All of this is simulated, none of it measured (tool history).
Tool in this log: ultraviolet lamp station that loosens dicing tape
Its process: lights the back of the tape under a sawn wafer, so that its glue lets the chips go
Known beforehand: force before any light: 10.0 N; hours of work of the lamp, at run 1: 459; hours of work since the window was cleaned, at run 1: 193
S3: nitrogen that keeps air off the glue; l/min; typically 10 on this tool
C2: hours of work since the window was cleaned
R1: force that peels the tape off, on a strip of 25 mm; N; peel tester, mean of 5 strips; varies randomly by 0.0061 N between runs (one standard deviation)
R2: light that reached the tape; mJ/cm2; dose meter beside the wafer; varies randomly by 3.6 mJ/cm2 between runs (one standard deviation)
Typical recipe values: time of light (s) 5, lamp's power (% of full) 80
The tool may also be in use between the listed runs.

{"run": 1, "hour": 0.0, "time of light (s)": 5, "lamp's power (% of full)": 80, "S3": 10, "hours of work of the lamp": 459, "C2": 193, "R1": 0.186, "R2": 587}
{"run": 2, "hour": 14.0, "time of light (s)": 5, "lamp's power (% of full)": 80, "S3": 10, "hours of work of the lamp": 469, "C2": 203, "R1": 0.19, "R2": 582}
{"run": 3, "hour": 32.4, "time of light (s)": 5, "lamp's power (% of full)": 80, "S3": 10, "hours of work of the lamp": 482, "C2": 216, "R1": 0.18, "R2": 587}
{"run": 4, "hour": 45.4, "time of light (s)": 5, "lamp's power (% of full)": 80, "S3": 10, "hours of work of the lamp": 491, "C2": 225, "R1": 0.177, "R2": 583}
{"run": 5, "hour": 66.9, "time of light (s)": 5, "lamp's power (% of full)": 80, "S3": 10, "hours of work of the lamp": 505, "C2": 240, "R1": 0.188, "R2": 592}
{"run": 6, "hour": 85.8, "time of light (s)": 5, "lamp's power (% of full)": 80, "S3": 16, "hours of work of the lamp": 519, "C2": 253, "R1": 0.141, "R2": 586}
{"run": 7, "hour": 102.1, "time of light (s)": 5, "lamp's power (% of full)": 77, "S3": 10, "hours of work of the lamp": 530, "C2": 264, "R1": 0.193, "R2": 568}
{"run": 8, "hour": 118.8, "time of light (s)": 5, "lamp's power (% of full)": 80, "S3": 10, "hours of work of the lamp": 541, "C2": 276, "R1": 0.174, "R2": 585}
{"run": 9, "hour": 138.2, "time of light (s)": 5, "lamp's power (% of full)": 80, "S3": 10, "hours of work of the lamp": 555, "C2": 289, "R1": 0.178, "R2": 583}
{"run": 10, "hour": 159.0, "time of light (s)": 5, "lamp's power (% of full)": 80, "S3": 10, "hours of work of the lamp": 569, "C2": 304, "R1": 0.178, "R2": 581}
{"run": 11, "hour": 182.4, "time of light (s)": 5, "lamp's power (% of full)": 80, "S3": 10, "hours of work of the lamp": 585, "C2": 320, "R1": 0.165, "R2": 594}
{"run": 12, "hour": 206.3, "time of light (s)": 5, "lamp's power (% of full)": 80, "S3": 10, "hours of work of the lamp": 602, "C2": 336, "R1": 0.179, "R2": 587}
{"run": 13, "hour": 234.5, "time of light (s)": 5, "lamp's power (% of full)": 80, "S3": 13, "hours of work of the lamp": 621, "C2": 356, "R1": 0.144, "R2": 591}
{"run": 14, "hour": 261.7, "time of light (s)": 5, "lamp's power (% of full)": 80, "S3": 13, "hours of work of the lamp": 640, "C2": 375, "R1": 0.163, "R2": 589}
{"run": 15, "hour": 287.1, "time of light (s)": 5, "lamp's power (% of full)": 80, "S3": 10, "hours of work of the lamp": 658, "C2": 392, "R1": 0.183, "R2": 582}
{"run": 16, "hour": 307.6, "time of light (s)": 7, "lamp's power (% of full)": 80, "S3": 10, "hours of work of the lamp": 672, "C2": 407, "R1": 0.112, "R2": 820}
{"run": 17, "hour": 320.5, "time of light (s)": 7, "lamp's power (% of full)": 80, "S3": 10, "hours of work of the lamp": 681, "C2": 415, "R1": 0.114, "R2": 818}
{"run": 18, "hour": 344.0, "time of light (s)": 7, "lamp's power (% of full)": 96, "S3": 10, "hours of work of the lamp": 697, "C2": 432, "R1": 0.104, "R2": 986}
{"run": 19, "hour": 356.4, "time of light (s)": 5, "lamp's power (% of full)": 80, "S3": 10, "hours of work of the lamp": 706, "C2": 440, "R1": 0.175, "R2": 588}
{"hour": 369.7, "done": "window cleaned of glue's vapour"}
{"run": 20, "hour": 369.7, "time of light (s)": 5, "lamp's power (% of full)": 80, "S3": 10, "hours of work of the lamp": 715, "C2": 0, "R1": 0.18, "R2": 589}
{"run": 21, "hour": 388.6, "time of light (s)": 5, "lamp's power (% of full)": 80, "S3": 10, "hours of work of the lamp": 728, "C2": 13, "R1": 0.177, "R2": 582}
{"run": 22, "hour": 412.5, "time of light (s)": 2, "lamp's power (% of full)": 80, "S3": 10, "hours of work of the lamp": 744, "C2": 30, "R1": 1.435, "R2": 236}
{"run": 23, "hour": 432.7, "time of light (s)": 6, "lamp's power (% of full)": 80, "S3": 10, "hours of work of the lamp": 758, "C2": 44, "R1": 0.136, "R2": 701}
{"run": 24, "hour": 449.6, "time of light (s)": 5, "lamp's power (% of full)": 80, "S3": 6, "hours of work of the lamp": 770, "C2": 55, "R1": 0.275, "R2": 581}
{"run": 25, "hour": 465.7, "time of light (s)": 5, "lamp's power (% of full)": 85, "S3": 9, "hours of work of the lamp": 781, "C2": 66, "R1": 0.177, "R2": 623}
{"run": 26, "hour": 480.2, "time of light (s)": 5, "lamp's power (% of full)": 87, "S3": 9, "hours of work of the lamp": 791, "C2": 76, "R1": 0.174, "R2": 643}
{"run": 27, "hour": 507.3, "time of light (s)": 2, "lamp's power (% of full)": 80, "S3": 4, "hours of work of the lamp": 810, "C2": 95, "R1": 2.495, "R2": 236}
{"run": 28, "hour": 523.3, "time of light (s)": 7, "lamp's power (% of full)": 71, "S3": 7, "hours of work of the lamp": 821, "C2": 106, "R1": 0.156, "R2": 733}
{"run": 29, "hour": 538.7, "time of light (s)": 8, "lamp's power (% of full)": 64, "S3": 11, "hours of work of the lamp": 832, "C2": 117, "R1": 0.117, "R2": 746}
{"run": 30, "hour": 556.9, "time of light (s)": 5, "lamp's power (% of full)": 94, "S3": 15, "hours of work of the lamp": 844, "C2": 130, "R1": 0.11, "R2": 691}
{"run": 31, "hour": 584.5, "time of light (s)": 5, "lamp's power (% of full)": 94, "S3": 15, "hours of work of the lamp": 864, "C2": 149, "R1": 0.123, "R2": 691}
{"run": 32, "hour": 610.1, "time of light (s)": 3, "lamp's power (% of full)": 94, "S3": 8, "hours of work of the lamp": 881, "C2": 166, "R1": 0.495, "R2": 413}
{"run": 33, "hour": 634.4, "time of light (s)": 5, "lamp's power (% of full)": 69, "S3": 8, "hours of work of the lamp": 898, "C2": 183, "R1": 0.285, "R2": 506}
{"run": 34, "hour": 647.0, "time of light (s)": 5, "lamp's power (% of full)": 69, "S3": 8, "hours of work of the lamp": 907, "C2": 192, "R1": 0.297, "R2": 504}
{"run": 35, "hour": 675.9, "time of light (s)": 5, "lamp's power (% of full)": 69, "S3": 8, "hours of work of the lamp": 927, "C2": 212, "R1": 0.282, "R2": 506}
{"run": 36, "hour": 702.1, "time of light (s)": 5, "lamp's power (% of full)": 69, "S3": 8, "hours of work of the lamp": 945, "C2": 230, "R1": 0.291, "R2": 510}
{"run": 37, "hour": 718.2, "time of light (s)": 5, "lamp's power (% of full)": 69, "S3": 8, "hours of work of the lamp": 956, "C2": 241, "R1": 0.316, "R2": 505}
{"run": 38, "hour": 730.7, "time of light (s)": 3, "lamp's power (% of full)": 80, "S3": 10, "hours of work of the lamp": 965, "C2": 250, "R1": 0.577, "R2": 353}
{"run": 39, "hour": 755.7, "time of light (s)": 6, "lamp's power (% of full)": 84, "S3": 5, "hours of work of the lamp": 982, "C2": 267, "R1": 0.174, "R2": 732}
{"run": 40, "hour": 784.2, "time of light (s)": 3, "lamp's power (% of full)": 66, "S3": 6, "hours of work of the lamp": 1002, "C2": 287, "R1": 1.356, "R2": 286}
{"run": 41, "hour": 813.7, "time of light (s)": 3, "lamp's power (% of full)": 99, "S3": 6, "hours of work of the lamp": 1022, "C2": 307, "R1": 0.537, "R2": 432}
{"run": 42, "hour": 835.9, "time of light (s)": 3, "lamp's power (% of full)": 99, "S3": 6, "hours of work of the lamp": 1038, "C2": 323, "R1": 0.572, "R2": 432}

A few steps of R1 between consecutive runs. Split each: what settings, incoming material and random variation would produce without the hidden state, and what is left over for the hidden state, along with gauge scatter present in only one of the two compared results (measured, and without hidden state):
What the log doesn't record here: lamp's light, % of a new lamp's; light that the window lets through, % of a clean one's; drift of the gauge itself on peel_n, %; drift of the gauge itself on dose_mj_cm2, %.
Run 22 -> 23: time of light (s) 2 -> 6. R1 -1.299 N: hidden state -0.004, all else -1.295.
Run 26 -> 27: time of light (s) 5 -> 2, lamp's power (% of full) 87 -> 80, S3 9 -> 4. R1 +2.321 N: hidden state +0.005, all else +2.316.
Run 27 -> 28: time of light (s) 2 -> 7, lamp's power (% of full) 80 -> 71, S3 4 -> 7. R1 -2.339 N: hidden state -0.006, all else -2.333.
Run 39 -> 40: time of light (s) 6 -> 3, lamp's power (% of full) 84 -> 66, S3 5 -> 6. R1 +1.182 N: hidden state +0.006, all else +1.176.
